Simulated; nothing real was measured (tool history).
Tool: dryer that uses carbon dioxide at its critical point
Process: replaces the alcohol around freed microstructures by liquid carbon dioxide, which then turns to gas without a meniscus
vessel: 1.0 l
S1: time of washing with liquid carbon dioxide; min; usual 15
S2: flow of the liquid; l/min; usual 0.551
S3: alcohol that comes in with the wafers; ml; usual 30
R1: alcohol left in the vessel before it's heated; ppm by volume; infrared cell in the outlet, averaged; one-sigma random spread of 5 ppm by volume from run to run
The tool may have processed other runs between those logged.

Run 1, hour 0: usual settings. Result: R1 34 ppm by volume.
Run 2, hour 8.1: usual settings. Result: R1 47 ppm by volume.
Run 3, hour 20.3: usual settings. Result: R1 41 ppm by volume.
At hour 25.1: inlet filter changed.
Run 4, hour 30.2: usual settings but S3 109 ml. Result: R1 58 ppm by volume.
Run 5, hour 43.2: usual settings but S3 109 ml. Result: R1 46 ppm by volume.
Run 6, hour 51.4: usual settings. Result: R1 41 ppm by volume.
Run 7, hour 58.7: usual settings but S2 0.365 l/min. Result: R1 147 ppm by volume.
Run 8, hour 66.7: usual settings but S2 0.384 l/min. Result: R1 118 ppm by volume.
Run 9, hour 75.7: usual settings but S2 0.384 l/min. Result: R1 115 ppm by volume.
Run 10, hour 85: usual settings but S1 14 min, S2 0.532 l/min. Result: R1 44 ppm by volume.
Run 11, hour 95.4: usual settings but S1 22 min, S2 0.753 l/min, S3 37 ml. Result: R1 24 ppm by volume.
Run 12, hour 102.8: usual settings but S1 22 min, S2 0.753 l/min, S3 37 ml. Result: R1 23 ppm by volume.
Run 13, hour 115.1: usual settings but S1 22 min, S2 0.753 l/min, S3 107 ml. Result: R1 23 ppm by volume.

How would selected steps in R1 from run to run divide? Give the signed amount a tool lacking its hidden state would still show from settings, what came in and random variation, and the signed amount left for the hidden state, including any gauge scatter that is not in both of the compared results.
The tool's hidden condition here consists of: flow that reaches the vessel past the clogged filter, %; alcohol in the recycled carbon dioxide, ppm; drift of the gauge itself on alcohol_ppm, %.
Run 3 -> 4: S3 30 -> 109, inlet filter changed. R1 +17 ppm by volume: hidden state -7, all else +24.
Run 6 -> 7: S2 0.551 -> 0.365. R1 +106 ppm by volume: hidden state +2, all else +104.
